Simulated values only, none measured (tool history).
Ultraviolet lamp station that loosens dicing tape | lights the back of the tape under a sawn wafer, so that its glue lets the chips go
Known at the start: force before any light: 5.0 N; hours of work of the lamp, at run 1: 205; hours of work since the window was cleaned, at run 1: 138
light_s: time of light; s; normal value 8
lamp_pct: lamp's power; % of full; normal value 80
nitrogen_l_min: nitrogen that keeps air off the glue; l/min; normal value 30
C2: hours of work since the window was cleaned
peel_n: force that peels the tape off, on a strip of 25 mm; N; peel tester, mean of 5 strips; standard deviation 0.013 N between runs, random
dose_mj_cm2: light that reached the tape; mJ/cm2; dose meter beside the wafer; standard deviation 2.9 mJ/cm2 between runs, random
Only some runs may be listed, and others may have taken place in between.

run 1 hour=0.0 | light_s=8 lamp_pct=80 nitrogen_l_min=30 | hours_of_work_of_the_lamp=205 C2=138 | peel_n=0.729 dose_mj_cm2=390
run 2 hour=5.8 | light_s=7 lamp_pct=80 nitrogen_l_min=30 | hours_of_work_of_the_lamp=208 C2=141 | peel_n=0.899 dose_mj_cm2=337
run 3 hour=10.5 | light_s=7 lamp_pct=80 nitrogen_l_min=30 | hours_of_work_of_the_lamp=211 C2=144 | peel_n=0.879 dose_mj_cm2=342
run 4 hour=16.1 | light_s=7 lamp_pct=80 nitrogen_l_min=30 | hours_of_work_of_the_lamp=214 C2=147 | peel_n=0.885 dose_mj_cm2=342
run 5 hour=23.4 | light_s=8 lamp_pct=80 nitrogen_l_min=30 | hours_of_work_of_the_lamp=218 C2=151 | peel_n=0.712 dose_mj_cm2=386
run 6 hour=27.9 | light_s=8 lamp_pct=80 nitrogen_l_min=30 | hours_of_work_of_the_lamp=220 C2=153 | peel_n=0.699 dose_mj_cm2=387
run 7 hour=33.1 | light_s=8 lamp_pct=80 nitrogen_l_min=30 | hours_of_work_of_the_lamp=223 C2=156 | peel_n=0.726 dose_mj_cm2=385
run 8 hour=41.5 | light_s=8 lamp_pct=80 nitrogen_l_min=30 | hours_of_work_of_the_lamp=228 C2=161 | peel_n=0.702 dose_mj_cm2=387
run 9 hour=50.2 | light_s=8 lamp_pct=80 nitrogen_l_min=30 | hours_of_work_of_the_lamp=232 C2=165 | peel_n=0.733 dose_mj_cm2=384
run 10 hour=58.1 | light_s=7 lamp_pct=80 nitrogen_l_min=30 | hours_of_work_of_the_lamp=236 C2=170 | peel_n=0.920 dose_mj_cm2=340
run 11 hour=62.6 | light_s=7 lamp_pct=80 nitrogen_l_min=30 | hours_of_work_of_the_lamp=239 C2=172 | peel_n=0.879 dose_mj_cm2=335
run 12 hour=72.9 | light_s=7 lamp_pct=80 nitrogen_l_min=30 | hours_of_work_of_the_lamp=244 C2=178 | peel_n=0.886 dose_mj_cm2=335
run 13 hour=83.6 | light_s=7 lamp_pct=80 nitrogen_l_min=30 | hours_of_work_of_the_lamp=250 C2=183 | peel_n=0.870 dose_mj_cm2=328
run 14 hour=90.9 | light_s=7 lamp_pct=80 nitrogen_l_min=30 | hours_of_work_of_the_lamp=254 C2=187 | peel_n=0.905 dose_mj_cm2=336
run 15 hour=99.5 | light_s=8 lamp_pct=80 nitrogen_l_min=11 | hours_of_work_of_the_lamp=259 C2=192 | peel_n=1.171 dose_mj_cm2=373
run 16 hour=106.7 | light_s=8 lamp_pct=80 nitrogen_l_min=22 | hours_of_work_of_the_lamp=263 C2=196 | peel_n=0.843 dose_mj_cm2=375
run 17 hour=114.0 | light_s=8 lamp_pct=83 nitrogen_l_min=30 | hours_of_work_of_the_lamp=267 C2=200 | peel_n=0.687 dose_mj_cm2=390
run 18 hour=122.5 | light_s=8 lamp_pct=99 nitrogen_l_min=30 | hours_of_work_of_the_lamp=271 C2=204 | peel_n=0.522 dose_mj_cm2=460
run 19 hour=131.4 | light_s=8 lamp_pct=99 nitrogen_l_min=30 | hours_of_work_of_the_lamp=276 C2=209 | peel_n=0.534 dose_mj_cm2=463
run 20 hour=141.2 | light_s=6 lamp_pct=82 nitrogen_l_min=18 | hours_of_work_of_the_lamp=281 C2=214 | peel_n=1.395 dose_mj_cm2=288
run 21 hour=152.4 | light_s=6 lamp_pct=82 nitrogen_l_min=18 | hours_of_work_of_the_lamp=287 C2=220 | peel_n=1.334 dose_mj_cm2=287
run 22 hour=159.3 | light_s=6 lamp_pct=80 nitrogen_l_min=33 | hours_of_work_of_the_lamp=291 C2=224 | peel_n=1.134 dose_mj_cm2=278
run 23 hour=166.7 | light_s=11 lamp_pct=80 nitrogen_l_min=30 | hours_of_work_of_the_lamp=295 C2=228 | peel_n=0.469 dose_mj_cm2=509
run 24 hour=176.4 | light_s=8 lamp_pct=98 nitrogen_l_min=31 | hours_of_work_of_the_lamp=300 C2=233 | peel_n=0.559 dose_mj_cm2=451
run 25 hour=186.8 | light_s=8 lamp_pct=82 nitrogen_l_min=31 | hours_of_work_of_the_lamp=306 C2=239 | peel_n=0.745 dose_mj_cm2=379
run 26 hour=192.6 | light_s=8 lamp_pct=82 nitrogen_l_min=31 | hours_of_work_of_the_lamp=309 C2=242 | peel_n=0.737 dose_mj_cm2=372
run 27 hour=197.7 | light_s=8 lamp_pct=60 nitrogen_l_min=31 | hours_of_work_of_the_lamp=312 C2=245 | peel_n=1.156 dose_mj_cm2=272
run 28 hour=204.7 | light_s=9 lamp_pct=80 nitrogen_l_min=43 | hours_of_work_of_the_lamp=315 C2=249 | peel_n=0.561 dose_mj_cm2=415
run 29 hour=211.6 | light_s=9 lamp_pct=80 nitrogen_l_min=43 | hours_of_work_of_the_lamp=319 C2=252 | peel_n=0.585 dose_mj_cm2=407
-- hour=215.7 window cleaned of glue's vapour
run 30 hour=216.9 | light_s=11 lamp_pct=71 nitrogen_l_min=30 | hours_of_work_of_the_lamp=322 C2=1 | peel_n=0.514 dose_mj_cm2=495
run 31 hour=222.1 | light_s=8 lamp_pct=71 nitrogen_l_min=11 | hours_of_work_of_the_lamp=324 C2=3 | peel_n=1.181 dose_mj_cm2=360
run 32 hour=233.3 | light_s=8 lamp_pct=71 nitrogen_l_min=11 | hours_of_work_of_the_lamp=331 C2=10 | peel_n=1.235 dose_mj_cm2=360
run 33 hour=241.5 | light_s=15 lamp_pct=63 nitrogen_l_min=30 | hours_of_work_of_the_lamp=335 C2=14 | peel_n=0.384 dose_mj_cm2=597
run 34 hour=248.6 | light_s=6 lamp_pct=80 nitrogen_l_min=30 | hours_of_work_of_the_lamp=339 C2=18 | peel_n=1.014 dose_mj_cm2=302
run 35 hour=254.4 | light_s=10 lamp_pct=76 nitrogen_l_min=9 | hours_of_work_of_the_lamp=342 C2=21 | peel_n=0.911 dose_mj_cm2=474

Measured minus without-hidden-state, run by run (identical run-to-run variation in each term; gauge scatter may differ):
Hidden state at play: lamp's light, % of a new lamp's; light that the window lets through, % of a clean one's; drift of the gauge itself on peel_n, %; drift of the gauge itself on dose_mj_cm2, %.
run=1 peel_n=+0.108 dose_mj_cm2=-42
run=2 peel_n=+0.129 dose_mj_cm2=-38
run=3 peel_n=+0.129 dose_mj_cm2=-38
run=4 peel_n=+0.132 dose_mj_cm2=-39
run=5 peel_n=+0.112 dose_mj_cm2=-45
run=6 peel_n=+0.111 dose_mj_cm2=-46
run=7 peel_n=+0.116 dose_mj_cm2=-46
run=8 peel_n=+0.116 dose_mj_cm2=-47
run=9 peel_n=+0.124 dose_mj_cm2=-49
run=10 peel_n=+0.153 dose_mj_cm2=-43
run=11 peel_n=+0.150 dose_mj_cm2=-44
run=12 peel_n=+0.153 dose_mj_cm2=-45
run=13 peel_n=+0.155 dose_mj_cm2=-46
run=14 peel_n=+0.163 dose_mj_cm2=-47
run=15 peel_n=+0.198 dose_mj_cm2=-55
run=16 peel_n=+0.160 dose_mj_cm2=-56
run=17 peel_n=+0.132 dose_mj_cm2=-59
run=18 peel_n=+0.100 dose_mj_cm2=-72
run=19 peel_n=+0.107 dose_mj_cm2=-73
run=20 peel_n=+0.240 dose_mj_cm2=-46
run=21 peel_n=+0.236 dose_mj_cm2=-47
run=22 peel_n=+0.221 dose_mj_cm2=-48
run=23 peel_n=+0.093 dose_mj_cm2=-87
run=24 peel_n=+0.121 dose_mj_cm2=-79
run=25 peel_n=+0.166 dose_mj_cm2=-68
run=26 peel_n=+0.167 dose_mj_cm2=-68
run=27 peel_n=+0.239 dose_mj_cm2=-50
run=28 peel_n=+0.127 dose_mj_cm2=-77
run=29 peel_n=+0.133 dose_mj_cm2=-78
run=30 peel_n=+0.044 dose_mj_cm2=-31
run=31 peel_n=+0.092 dose_mj_cm2=-23
run=32 peel_n=+0.102 dose_mj_cm2=-25
run=33 peel_n=+0.031 dose_mj_cm2=-43
run=34 peel_n=+0.097 dose_mj_cm2=-22
run=35 peel_n=+0.092 dose_mj_cm2=-36
